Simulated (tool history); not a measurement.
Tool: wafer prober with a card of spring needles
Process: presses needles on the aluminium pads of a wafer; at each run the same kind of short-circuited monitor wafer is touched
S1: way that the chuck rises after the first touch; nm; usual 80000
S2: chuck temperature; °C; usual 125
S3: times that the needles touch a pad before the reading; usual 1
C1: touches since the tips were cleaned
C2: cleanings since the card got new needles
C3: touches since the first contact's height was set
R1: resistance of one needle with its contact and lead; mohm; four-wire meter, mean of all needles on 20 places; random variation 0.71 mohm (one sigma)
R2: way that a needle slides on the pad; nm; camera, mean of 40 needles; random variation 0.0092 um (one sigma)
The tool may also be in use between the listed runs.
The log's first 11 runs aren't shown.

| run | hour | S1 | S2 | S3 | C1 | C2 | C3 | R1 | R2 |
|---|---|---|---|---|---|---|---|---|---|
|  | 193.2 | tips cleaned on abrasive film |
| 12 | 205.1 | 80000 | 125 | 3 | 3747 | 51 | 16531 | 264.4 | 19651 |
|  | 213.1 | tips cleaned on abrasive film |
| 13 | 228.0 | 80000 | 125 | 3 | 4679 | 52 | 23700 | 263.4 | 19635 |
|  | 233.3 | tips cleaned on abrasive film |
| 14 | 246.8 | 80000 | 125 | 2 | 4255 | 53 | 29597 | 266.3 | 19608 |
|  | 253.0 | tips cleaned on abrasive film |
|  | 273.1 | tips cleaned on abrasive film |
| 15 | 273.4 | 80000 | 125 | 2 | 104 | 55 | 37897 | 261.2 | 19582 |
| 16 | 292.5 | 80000 | 125 | 2 | 6114 | 55 | 43907 | 267.7 | 19569 |
|  | 294.3 | tips cleaned on abrasive film |
| 17 | 310.7 | 87000 | 44 | 1 | 5164 | 56 | 49591 | 248.6 | 21282 |
|  | 314.3 | tips cleaned on abrasive film |
|  | 334.7 | tips cleaned on abrasive film |
| 18 | 334.7 | 87000 | 44 | 2 | 0 | 58 | 57076 | 240.5 | 21250 |
| 19 | 348.5 | 87000 | 44 | 2 | 4365 | 58 | 61441 | 243.9 | 21257 |
|  | 354.4 | tips cleaned on abrasive film |
| 20 | 364.4 | 74000 | 96 | 2 | 3147 | 59 | 66403 | 258.2 | 18038 |
|  | 370.5 | height of the first contact set anew |
|  | 374.6 | tips cleaned on abrasive film |
| 21 | 384.5 | 69000 | 96 | 1 | 3113 | 60 | 4361 | 260.9 | 16960 |
|  | 394.7 | tips cleaned on abrasive film |
| 22 | 408.9 | 69000 | 96 | 1 | 4450 | 61 | 12000 | 263.2 | 16923 |
|  | 416.3 | tips cleaned on abrasive film |
| 23 | 422.3 | 69000 | 96 | 2 | 1879 | 62 | 16203 | 256.6 | 16904 |
|  | 436.2 | tips cleaned on abrasive film |
| 24 | 437.4 | 69000 | 73 | 1 | 395 | 63 | 20918 | 250.4 | 16903 |
|  | 456.7 | tips cleaned on abrasive film |
| 25 | 457.0 | 88000 | 51 | 3 | 90 | 64 | 27045 | 242.4 | 21550 |
| 26 | 471.2 | 92000 | 86 | 2 | 4565 | 64 | 31520 | 255.2 | 22523 |
|  | 477.8 | tips cleaned on abrasive film |
| 27 | 494.8 | 89000 | 64 | 1 | 5371 | 65 | 38922 | 253.8 | 21775 |

Forecast run 28:
|  | 497.6 | tips cleaned on abrasive film |
|  | 517.4 | tips cleaned on abrasive film |
| 28 | 520.4 | 97000 | 125 | 3 | 955 | 67 | 46909 | ? | ? |

{"run 28": {"R1": 260.5, "R2": 23696}}
Without the tool's hidden state the same run would have given R1 260.7 mohm, R2 23867 nm.
